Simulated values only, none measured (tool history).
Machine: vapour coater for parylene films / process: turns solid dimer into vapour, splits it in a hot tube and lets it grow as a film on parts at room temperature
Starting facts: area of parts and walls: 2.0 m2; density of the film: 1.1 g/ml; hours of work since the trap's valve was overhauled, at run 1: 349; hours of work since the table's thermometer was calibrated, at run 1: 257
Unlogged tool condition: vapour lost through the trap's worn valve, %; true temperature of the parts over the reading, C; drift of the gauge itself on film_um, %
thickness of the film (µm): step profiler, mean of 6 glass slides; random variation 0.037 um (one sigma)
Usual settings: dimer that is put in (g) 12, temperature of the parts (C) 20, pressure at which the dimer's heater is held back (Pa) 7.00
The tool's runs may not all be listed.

run,hour,dimer that is put in (g),temperature of the parts (C),pressure at which the dimer's heater is held back (Pa),hours of work since the trap's valve was overhauled,hours of work since the table's thermometer was calibrated,thickness of the film (µm)
1,0.0,12,20,7.00,349,257,3.81
2,12.0,12,14,7.00,356,263,4.31
3,34.0,12,14,7.00,368,276,4.21
4,45.9,12,20,2.23,375,282,4.11
5,59.5,12,20,7.00,383,290,3.79
6,84.0,7,20,7.00,396,303,2.20
7,101.4,12,20,7.00,406,313,3.84
8,126.3,12,17,7.00,420,327,4.07
9,145.5,12,17,7.00,431,338,4.08
10,170.1,12,17,7.00,444,351,4.04
11,182.8,6,21,7.00,451,359,1.83
12,194.5,6,21,7.00,458,365,1.82
13,218.0,6,30,5.57,471,378,1.55
14,236.8,10,30,7.00,482,389,2.63
15,253.2,12,13,7.03,491,398,4.29

Predict each of these 5 candidate next runs independently; none follows another, all start after run 15:
A,265.3,13,14,3.43,497,405,?
B,265.3,12,19,3.87,497,405,?
C,265.3,16,21,4.43,497,405,?
D,265.3,19,14,9.07,497,405,?
E,265.3,7,13,7.03,497,405,?

run,thickness of the film (µm)
A,4.86
B,4.02
C,5.05
D,6.65
E,2.51
What these runs would have given with no unlogged condition in the tool:
run,thickness of the film (µm)
A,4.89
B,4.05
C,5.08
D,6.69
E,2.52

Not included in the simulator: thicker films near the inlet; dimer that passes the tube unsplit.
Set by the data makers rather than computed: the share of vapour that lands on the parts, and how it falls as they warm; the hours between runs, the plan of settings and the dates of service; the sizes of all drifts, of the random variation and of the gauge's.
